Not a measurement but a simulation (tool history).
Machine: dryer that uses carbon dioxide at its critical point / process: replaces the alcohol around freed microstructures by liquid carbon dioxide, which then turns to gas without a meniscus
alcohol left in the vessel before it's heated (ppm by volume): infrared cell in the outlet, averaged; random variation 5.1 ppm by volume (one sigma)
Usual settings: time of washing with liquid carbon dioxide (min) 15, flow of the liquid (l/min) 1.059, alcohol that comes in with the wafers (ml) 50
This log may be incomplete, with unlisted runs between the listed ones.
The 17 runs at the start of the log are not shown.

run,day,time of washing with liquid carbon dioxide (min),flow of the liquid (l/min),alcohol that comes in with the wafers (ml),hours of work since the filter was changed,hours of work since the purifier's bed was changed,alcohol left in the vessel before it's heated (ppm by volume)
18,10.679,15,1.17,50,163,128,44
19,11.138,9,1.17,50,168,133,516
20,11.754,15,1.059,50,174,139,80
21,12.367,11,0.65,23,180,145,847
22,13.162,11,0.65,23,188,154,840
23,13.704,14,1.51,91,194,159,33
24,14.417,11,1.49,51,201,166,73
25,15.112,9,1.05,50,208,173,802
26,15.571,21,1.059,50,213,178,27
27,16.138,11,0.65,64,218,184,2316
28,16.846,15,1.059,101,226,191,174
29,17.258,15,1.059,101,230,195,174

Forecast run 30:
30,18.067,15,0.9,47,238,203,?

alcohol left in the vessel before it's heated (ppm by volume): 182
With no hidden state in the tool, this same run would have given alcohol left in the vessel before it's heated (ppm by volume) 134.
